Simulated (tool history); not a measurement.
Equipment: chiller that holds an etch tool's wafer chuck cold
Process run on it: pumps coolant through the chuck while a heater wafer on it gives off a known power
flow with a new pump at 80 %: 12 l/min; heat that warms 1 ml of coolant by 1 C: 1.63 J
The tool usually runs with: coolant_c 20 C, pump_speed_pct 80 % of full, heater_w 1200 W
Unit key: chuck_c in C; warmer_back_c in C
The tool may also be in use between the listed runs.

{"run": 1, "day": 0.0, "coolant_c": 20, "pump_speed_pct": 80, "heater_w": 1200, "chuck_c": 27.6, "warmer_back_c": 3.66}
{"run": 2, "day": 5.112, "coolant_c": 15, "pump_speed_pct": 80, "heater_w": 1200, "chuck_c": 22.7, "warmer_back_c": 3.68}
{"run": 3, "day": 13.058, "coolant_c": 15, "pump_speed_pct": 80, "heater_w": 1200, "chuck_c": 22.6, "warmer_back_c": 3.71}
{"run": 4, "day": 19.433, "coolant_c": 15, "pump_speed_pct": 80, "heater_w": 1200, "chuck_c": 22.6, "warmer_back_c": 3.64}
{"run": 5, "day": 23.908, "coolant_c": 15, "pump_speed_pct": 80, "heater_w": 1200, "chuck_c": 22.5, "warmer_back_c": 3.58}
{"run": 6, "day": 31.262, "coolant_c": 15, "pump_speed_pct": 80, "heater_w": 1393, "chuck_c": 23.8, "warmer_back_c": 4.25}
{"run": 7, "day": 37.896, "coolant_c": 15, "pump_speed_pct": 80, "heater_w": 1393, "chuck_c": 23.9, "warmer_back_c": 4.13}
{"run": 8, "day": 41.546, "coolant_c": 15, "pump_speed_pct": 80, "heater_w": 1393, "chuck_c": 23.8, "warmer_back_c": 4.15}
{"run": 9, "day": 46.933, "coolant_c": 15, "pump_speed_pct": 80, "heater_w": 1393, "chuck_c": 23.9, "warmer_back_c": 4.16}
{"day": 50.533, "done": "coolant changed, channels flushed"}
{"run": 10, "day": 51.254, "coolant_c": 11, "pump_speed_pct": 80, "heater_w": 1393, "chuck_c": 19.7, "warmer_back_c": 4.11}
{"run": 11, "day": 58.642, "coolant_c": 20, "pump_speed_pct": 80, "heater_w": 1674, "chuck_c": 30.6, "warmer_back_c": 5.01}
{"run": 12, "day": 66.133, "coolant_c": 19, "pump_speed_pct": 80, "heater_w": 1674, "chuck_c": 29.7, "warmer_back_c": 4.87}
{"run": 13, "day": 71.579, "coolant_c": 19, "pump_speed_pct": 80, "heater_w": 1674, "chuck_c": 29.6, "warmer_back_c": 4.89}
{"run": 14, "day": 78.808, "coolant_c": 19, "pump_speed_pct": 80, "heater_w": 1674, "chuck_c": 29.6, "warmer_back_c": 4.98}
{"run": 15, "day": 85.979, "coolant_c": 19, "pump_speed_pct": 80, "heater_w": 1674, "chuck_c": 29.6, "warmer_back_c": 4.84}
{"run": 16, "day": 92.442, "coolant_c": 19, "pump_speed_pct": 80, "heater_w": 1674, "chuck_c": 29.6, "warmer_back_c": 4.8}
{"run": 17, "day": 96.862, "coolant_c": 26, "pump_speed_pct": 86, "heater_w": 1200, "chuck_c": 33.4, "warmer_back_c": 3.12}
{"run": 18, "day": 105.529, "coolant_c": 20, "pump_speed_pct": 80, "heater_w": 977, "chuck_c": 26.2, "warmer_back_c": 2.62}
{"run": 19, "day": 110.108, "coolant_c": 11, "pump_speed_pct": 94, "heater_w": 1261, "chuck_c": 18.2, "warmer_back_c": 2.98}

Run 20 is up next; what results do you expect?
{"run": 20, "day": 116.038, "coolant_c": 11, "pump_speed_pct": 94, "heater_w": 1261, "chuck_c": "?", "warmer_back_c": "?"}

Run 20 produced chuck_c 18.2 C, warmer_back_c 2.98 C.
Were there no unlogged condition in the tool, this run, its random variation unchanged, would have produced chuck_c 18.2 C, warmer_back_c 3.34 C.
